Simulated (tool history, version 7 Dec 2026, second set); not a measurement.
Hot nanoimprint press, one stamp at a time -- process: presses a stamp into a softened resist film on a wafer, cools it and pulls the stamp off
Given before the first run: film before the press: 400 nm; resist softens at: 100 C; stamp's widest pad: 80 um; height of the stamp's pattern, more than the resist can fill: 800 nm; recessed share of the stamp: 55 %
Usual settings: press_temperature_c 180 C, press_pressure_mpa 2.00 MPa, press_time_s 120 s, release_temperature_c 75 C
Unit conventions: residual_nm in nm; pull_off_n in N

| run | day | press_temperature_c | press_pressure_mpa | press_time_s | release_temperature_c | residual_nm | pull_off_n |
|---|---|---|---|---|---|---|---|
| 1 | 0.000 | 180 | 2.00 | 120 | 75 | 205.9 | 98.6 |
|  | 0.750 | plate thermocouple calibrated |
| 2 | 1.450 | 180 | 2.00 | 120 | 75 | 203.2 | 99.6 |
| 3 | 2.121 | 180 | 2.00 | 120 | 75 | 203.9 | 98.6 |
| 4 | 3.204 | 180 | 2.00 | 120 | 75 | 202.5 | 99.0 |
| 5 | 4.546 | 180 | 2.00 | 120 | 75 | 201.4 | 101.3 |
| 6 | 5.371 | 180 | 2.00 | 120 | 75 | 203.9 | 101.9 |
| 7 | 6.288 | 180 | 2.00 | 120 | 75 | 200.4 | 104.2 |
|  | 7.079 | plate thermocouple calibrated, once more |
| 8 | 7.383 | 180 | 2.00 | 202 | 75 | 178.9 | 108.5 |
|  | 8.050 | stamp cleaned and given a new release coat |
| 9 | 9.242 | 180 | 2.00 | 202 | 75 | 179.3 | 101.1 |
| 10 | 10.196 | 180 | 1.93 | 202 | 75 | 182.1 | 103.2 |
| 11 | 11.029 | 180 | 1.93 | 202 | 75 | 181.3 | 105.1 |
| 12 | 12.300 | 180 | 2.00 | 120 | 82 | 209.6 | 84.5 |
| 13 | 12.996 | 185 | 1.90 | 120 | 75 | 182.1 | 105.5 |
| 14 | 14.142 | 185 | 2.30 | 120 | 75 | 161.6 | 106.5 |
|  | 15.912 | stamp cleaned and given a new release coat |
| 15 | 15.950 | 180 | 2.00 | 219 | 75 | 171.9 | 100.4 |
| 16 | 16.700 | 170 | 2.00 | 120 | 69 | 290.7 | 115.8 |
| 17 | 17.867 | 180 | 2.55 | 120 | 73 | 184.6 | 107.6 |
| 18 | 18.675 | 180 | 2.55 | 155 | 73 | 169.2 | 108.6 |
| 19 | 19.325 | 180 | 2.55 | 155 | 73 | 168.3 | 107.1 |
| 20 | 20.188 | 183 | 2.55 | 155 | 68 | 148.2 | 124.1 |
| 21 | 20.929 | 180 | 2.00 | 109 | 75 | 213.8 | 103.5 |
| 22 | 22.071 | 174 | 2.00 | 109 | 60 | 261.1 | 150.7 |
|  | 23.700 | stamp cleaned and given a new release coat |
| 23 | 23.817 | 174 | 2.00 | 109 | 60 | 261.5 | 140.4 |
|  | 24.579 | plate thermocouple calibrated |
| 24 | 25.396 | 172 | 2.72 | 69 | 60 | 283.7 | 146.2 |

Forecast each of these 3 alternatives for the next run:
| A | 26.588 | 180 | 2.33 | 120 | 75 | ? | ? |
| B | 26.588 | 171 | 1.21 | 69 | 83 | ? | ? |
| C | 26.588 | 172 | 2.72 | 153 | 60 | ? | ? |

| run | residual_nm | pull_off_n |
|---|---|---|
| A | 198.7 | 104.2 |
| B | 355.9 | 80.5 |
| C | 231.1 | 148.9 |
Stripped of hidden state, with their random variation kept, the same runs would have yielded:
| run | residual_nm | pull_off_n |
|---|---|---|
| A | 197.6 | 101.1 |
| B | 355.8 | 78.1 |
| C | 229.8 | 144.3 |

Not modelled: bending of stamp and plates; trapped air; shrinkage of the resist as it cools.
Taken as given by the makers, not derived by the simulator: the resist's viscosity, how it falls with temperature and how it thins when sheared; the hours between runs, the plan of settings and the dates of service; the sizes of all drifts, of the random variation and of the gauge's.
